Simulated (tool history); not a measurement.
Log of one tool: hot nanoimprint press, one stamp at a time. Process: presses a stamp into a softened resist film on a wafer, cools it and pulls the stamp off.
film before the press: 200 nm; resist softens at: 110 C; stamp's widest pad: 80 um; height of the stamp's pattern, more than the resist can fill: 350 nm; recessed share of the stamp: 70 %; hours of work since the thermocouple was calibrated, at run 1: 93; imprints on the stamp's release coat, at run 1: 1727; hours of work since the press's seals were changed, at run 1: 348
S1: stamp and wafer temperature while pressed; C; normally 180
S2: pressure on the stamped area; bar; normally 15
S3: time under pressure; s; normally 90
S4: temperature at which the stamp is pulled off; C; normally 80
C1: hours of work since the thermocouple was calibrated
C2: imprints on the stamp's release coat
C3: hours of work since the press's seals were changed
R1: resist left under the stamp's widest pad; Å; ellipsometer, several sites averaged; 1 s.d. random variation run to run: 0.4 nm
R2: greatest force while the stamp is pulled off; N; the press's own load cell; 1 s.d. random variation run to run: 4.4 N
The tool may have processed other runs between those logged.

{"run": 1, "hour": 0.0, "S1": 180, "S2": 15, "S3": 90, "S4": 80, "C1": 93, "C2": 1727, "C3": 348, "R1": 705, "R2": 228}
{"run": 2, "hour": 17.8, "S1": 180, "S2": 15, "S3": 90, "S4": 80, "C1": 101, "C2": 1785, "C3": 357, "R1": 713, "R2": 225}
{"run": 3, "hour": 27.1, "S1": 180, "S2": 15, "S3": 90, "S4": 80, "C1": 106, "C2": 1816, "C3": 361, "R1": 707, "R2": 232}
{"run": 4, "hour": 44.4, "S1": 180, "S2": 15, "S3": 90, "S4": 80, "C1": 114, "C2": 1873, "C3": 370, "R1": 714, "R2": 232}
{"run": 5, "hour": 52.5, "S1": 180, "S2": 15, "S3": 90, "S4": 80, "C1": 118, "C2": 1899, "C3": 374, "R1": 714, "R2": 227}
{"run": 6, "hour": 61.5, "S1": 170, "S2": 16.9, "S3": 78, "S4": 82, "C1": 123, "C2": 1929, "C3": 378, "R1": 1173, "R2": 225}
{"hour": 71.1, "done": "stamp cleaned and given a new release coat"}
{"run": 7, "hour": 75.9, "S1": 183, "S2": 16.1, "S3": 105, "S4": 66, "C1": 127, "C2": 15, "C3": 382, "R1": 547, "R2": 281}
{"run": 8, "hour": 86.1, "S1": 184, "S2": 23.7, "S3": 105, "S4": 66, "C1": 132, "C2": 49, "C3": 387, "R1": 430, "R2": 281}
{"run": 9, "hour": 101.5, "S1": 171, "S2": 19.7, "S3": 97, "S4": 80, "C1": 140, "C2": 100, "C3": 395, "R1": 981, "R2": 229}
{"run": 10, "hour": 113.1, "S1": 180, "S2": 15, "S3": 90, "S4": 66, "C1": 145, "C2": 138, "C3": 401, "R1": 714, "R2": 283}

Alternative continuations, all from the tool just after run 10; predict every row:
{"run": "A", "hour": 123.0, "S1": 180, "S2": 16.8, "S3": 90, "S4": 66, "C1": 150, "C2": 170, "C3": 405, "R1": "?", "R2": "?"}
{"run": "B", "hour": 123.0, "S1": 181, "S2": 15.5, "S3": 90, "S4": 72, "C1": 150, "C2": 170, "C3": 405, "R1": "?", "R2": "?"}
{"run": "C", "hour": 123.0, "S1": 180, "S2": 12.3, "S3": 90, "S4": 80, "C1": 150, "C2": 170, "C3": 405, "R1": "?", "R2": "?"}

run=A R1=673 R2=274
run=B R1=656 R2=253
run=C R1=776 R2=234
With the hidden condition removed and each run's random variation left untouched, the same runs would have given:
run=A R1=672 R2=274
run=B R1=656 R2=253
run=C R1=775 R2=233

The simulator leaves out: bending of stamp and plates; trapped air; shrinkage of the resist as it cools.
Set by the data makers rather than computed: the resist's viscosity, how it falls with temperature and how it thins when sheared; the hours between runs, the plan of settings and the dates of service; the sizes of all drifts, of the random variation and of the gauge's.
